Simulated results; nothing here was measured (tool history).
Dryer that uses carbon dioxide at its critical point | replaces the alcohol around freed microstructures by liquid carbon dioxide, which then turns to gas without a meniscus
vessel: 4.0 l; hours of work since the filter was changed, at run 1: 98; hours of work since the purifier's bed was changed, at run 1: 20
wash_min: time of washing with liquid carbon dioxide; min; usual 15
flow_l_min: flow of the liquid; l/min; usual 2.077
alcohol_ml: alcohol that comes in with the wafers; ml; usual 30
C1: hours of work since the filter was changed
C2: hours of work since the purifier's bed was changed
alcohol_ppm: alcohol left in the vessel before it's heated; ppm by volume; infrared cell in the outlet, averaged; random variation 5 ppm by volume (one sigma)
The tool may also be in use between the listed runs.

{"run": 1, "hour": 0.0, "wash_min": 15, "flow_l_min": 2.077, "alcohol_ml": 30, "C1": 98, "C2": 20, "alcohol_ppm": 36}
{"run": 2, "hour": 9.0, "wash_min": 15, "flow_l_min": 2.077, "alcohol_ml": 30, "C1": 104, "C2": 26, "alcohol_ppm": 25}
{"run": 3, "hour": 21.6, "wash_min": 15, "flow_l_min": 2.077, "alcohol_ml": 30, "C1": 111, "C2": 33, "alcohol_ppm": 33}
{"run": 4, "hour": 36.3, "wash_min": 15, "flow_l_min": 2.077, "alcohol_ml": 30, "C1": 119, "C2": 41, "alcohol_ppm": 32}
{"run": 5, "hour": 53.8, "wash_min": 15, "flow_l_min": 2.077, "alcohol_ml": 30, "C1": 130, "C2": 52, "alcohol_ppm": 40}
{"run": 6, "hour": 68.4, "wash_min": 15, "flow_l_min": 2.077, "alcohol_ml": 30, "C1": 138, "C2": 60, "alcohol_ppm": 45}
{"run": 7, "hour": 84.4, "wash_min": 15, "flow_l_min": 2.077, "alcohol_ml": 46, "C1": 147, "C2": 69, "alcohol_ppm": 41}
{"run": 8, "hour": 98.1, "wash_min": 15, "flow_l_min": 1.7, "alcohol_ml": 29, "C1": 155, "C2": 77, "alcohol_ppm": 76}
{"run": 9, "hour": 108.3, "wash_min": 22, "flow_l_min": 2.077, "alcohol_ml": 118, "C1": 161, "C2": 83, "alcohol_ppm": 27}
{"run": 10, "hour": 118.5, "wash_min": 20, "flow_l_min": 1.29, "alcohol_ml": 84, "C1": 167, "C2": 89, "alcohol_ppm": 205}

The next listed run, before its measurement:
{"run": 11, "hour": 125.5, "wash_min": 15, "flow_l_min": 3.02, "alcohol_ml": 39, "C1": 171, "C2": 93, "alcohol_ppm": "?"}

{"run 11": {"alcohol_ppm": 32}}
Without the tool's hidden state the same run would have given alcohol_ppm 9 ppm by volume.
